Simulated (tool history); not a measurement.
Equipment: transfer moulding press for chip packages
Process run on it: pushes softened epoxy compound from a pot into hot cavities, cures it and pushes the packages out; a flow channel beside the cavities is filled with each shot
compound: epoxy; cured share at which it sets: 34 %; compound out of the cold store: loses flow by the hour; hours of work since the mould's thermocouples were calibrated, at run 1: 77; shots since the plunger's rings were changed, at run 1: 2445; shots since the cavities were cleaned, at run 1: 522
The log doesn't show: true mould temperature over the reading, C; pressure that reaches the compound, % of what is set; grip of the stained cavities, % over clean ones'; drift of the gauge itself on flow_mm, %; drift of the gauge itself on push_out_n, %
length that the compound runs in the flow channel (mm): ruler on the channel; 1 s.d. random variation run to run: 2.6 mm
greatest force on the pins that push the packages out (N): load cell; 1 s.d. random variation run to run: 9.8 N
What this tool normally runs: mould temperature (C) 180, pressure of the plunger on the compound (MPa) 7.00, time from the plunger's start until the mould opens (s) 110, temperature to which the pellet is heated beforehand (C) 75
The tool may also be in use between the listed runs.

run	hour	mould temperature (C)	pressure of the plunger on the compound (MPa)	time from the plunger's start until the mould opens (s)	temperature to which the pellet is heated beforehand (C)	hours of work since the mould's thermocouples were calibrated	shots since the plunger's rings were changed	shots since the cavities were cleaned	incoming compound's hours out of the cold store	length that the compound runs in the flow channel (mm)	greatest force on the pins that push the packages out (N)
1	0.0	180	7.00	110	75	77	2445	522	22.2	744	684
# hour 10.3: cavities cleaned with cleaning compound and waxed
2	10.3	180	7.00	123	75	84	2541	0	32.8	713	414
3	18.9	180	7.00	123	75	90	2635	94	23.4	739	469
4	31.2	180	7.00	110	75	99	2770	229	13.4	770	612
# hour 41.3: plunger's sealing rings changed
5	43.2	180	7.00	110	75	105	21	334	15.8	779	629
6	56.7	180	7.00	110	75	115	169	482	10.8	786	684
# hour 70.3: cavities cleaned with cleaning compound and waxed
7	71.0	180	7.00	110	75	124	309	8	30.8	729	461
8	77.4	180	7.00	110	75	129	379	78	40.5	706	506
9	83.7	180	7.00	110	75	133	448	147	45.9	695	546
10	90.1	180	7.00	110	67	138	518	217	46.0	687	572
11	96.9	180	7.00	110	67	143	592	291	24.0	750	609
12	109.8	180	7.00	110	67	152	734	433	28.1	731	648
13	118.6	180	7.00	110	67	158	830	529	26.3	742	730
# hour 128.3: cavities cleaned with cleaning compound and waxed
14	132.1	180	7.00	110	75	167	963	43	45.1	693	470
15	144.5	177	7.86	110	75	176	1098	178	32.4	776	630
16	153.0	177	7.71	113	84	182	1191	271	31.3	774	657
17	159.5	180	8.45	110	69	186	1262	342	10.8	855	623
18	169.6	182	7.00	110	84	194	1373	453	23.0	738	623
19	175.4	182	7.00	110	84	198	1437	517	22.4	741	640
20	181.2	186	7.00	142	75	202	1500	580	45.9	670	591
# hour 185.7: cavities cleaned with cleaning compound and waxed
21	191.3	186	7.00	142	75	208	1594	60	37.4	687	405
22	203.8	186	7.00	142	75	217	1731	197	25.2	716	491
23	215.3	186	8.59	142	83	225	1858	324	17.2	819	497
24	225.7	182	8.79	93	84	233	1971	437	46.3	757	732
25	237.4	182	5.51	140	74	241	2100	566	10.7	681	596
# hour 243.9: cavities cleaned with cleaning compound and waxed
26	250.9	175	5.51	108	76	249	2231	76	23.7	670	664

For run 27, what comes out?
27	262.1	180	5.48	110	68	257	2355	200	10.7	?	?

length that the compound runs in the flow channel (mm): 685
greatest force on the pins that push the packages out (N): 582
Had the tool carried no hidden state, the very same run would have given length that the compound runs in the flow channel (mm) 696, greatest force on the pins that push the packages out (N) 463.

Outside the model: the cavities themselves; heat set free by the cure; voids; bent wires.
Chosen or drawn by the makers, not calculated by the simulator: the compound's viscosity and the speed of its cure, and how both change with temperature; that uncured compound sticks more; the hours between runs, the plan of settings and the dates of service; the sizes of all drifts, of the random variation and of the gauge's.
